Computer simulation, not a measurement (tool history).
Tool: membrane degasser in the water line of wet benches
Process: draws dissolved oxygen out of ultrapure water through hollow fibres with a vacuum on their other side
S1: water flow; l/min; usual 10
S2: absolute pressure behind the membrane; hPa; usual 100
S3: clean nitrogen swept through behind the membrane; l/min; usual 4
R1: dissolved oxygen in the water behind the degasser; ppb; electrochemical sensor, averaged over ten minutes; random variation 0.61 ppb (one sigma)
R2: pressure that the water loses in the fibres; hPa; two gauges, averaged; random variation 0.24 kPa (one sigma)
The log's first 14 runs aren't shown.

run 15 hour=1219.5 | S1=10 S2=100 S3=4 | R1=52.6 R2=619.6
run 16 hour=1317.7 | S1=10 S2=100 S3=4 | R1=52.7 R2=618
run 17 hour=1379.1 | S1=10 S2=100 S3=4 | R1=53.1 R2=622.9
run 18 hour=1431 | S1=10 S2=100 S3=4 | R1=53.6 R2=621.4
run 19 hour=1524.8 | S1=9 S2=223 S3=4 | R1=109.7 R2=560.5
run 20 hour=1617.7 | S1=9 S2=223 S3=4 | R1=112.1 R2=550.2
run 21 hour=1669.7 | S1=9 S2=223 S3=4 | R1=113.6 R2=556.9
run 22 hour=1716.9 | S1=12 S2=98 S3=9.06 | R1=45.5 R2=737.9
run 23 hour=1820.4 | S1=15 S2=100 S3=4.27 | R1=113.5 R2=923.1
-- hour=1867.5 vacuum gauge calibrated
run 24 hour=1916.2 | S1=9 S2=91 S3=3.97 | R1=39.3 R2=553.1
run 25 hour=2026.1 | S1=9 S2=127 S3=2.59 | R1=86.7 R2=556
run 26 hour=2093.6 | S1=9 S2=127 S3=2.59 | R1=86.5 R2=550.6
run 27 hour=2141.7 | S1=9 S2=127 S3=2.59 | R1=86.2 R2=554.1
run 28 hour=2240.6 | S1=9 S2=127 S3=2.59 | R1=87.7 R2=555.8
-- hour=2261.1 gauge calibrated
run 29 hour=2314.4 | S1=11 S2=202 S3=5.35 | R1=102.4 R2=685.2
run 30 hour=2385 | S1=8 S2=230 S3=2.31 | R1=169.5 R2=506.4
run 31 hour=2457.9 | S1=8 S2=230 S3=2.31 | R1=168.7 R2=504.8
run 32 hour=2536.1 | S1=9 S2=100 S3=6.6 | R1=30.6 R2=568.7

3 ways to go on from here, each from the tool as it stands after run 32. What would each give?
run A hour=2632 | S1=10 S2=230 S3=4 | R1=? R2=?
run B hour=2632 | S1=11 S2=100 S3=8.64 | R1=? R2=?
run C hour=2632 | S1=10 S2=100 S3=6.6 | R1=? R2=?

run=A R1=132.5 R2=632.4
run=B R1=37.1 R2=694.7
run=C R1=36.1 R2=626.1
Without the tool's hidden state the same runs would have given:
run=A R1=132.3 R2=635
run=B R1=37 R2=697.5
run=C R1=36 R2=628.7
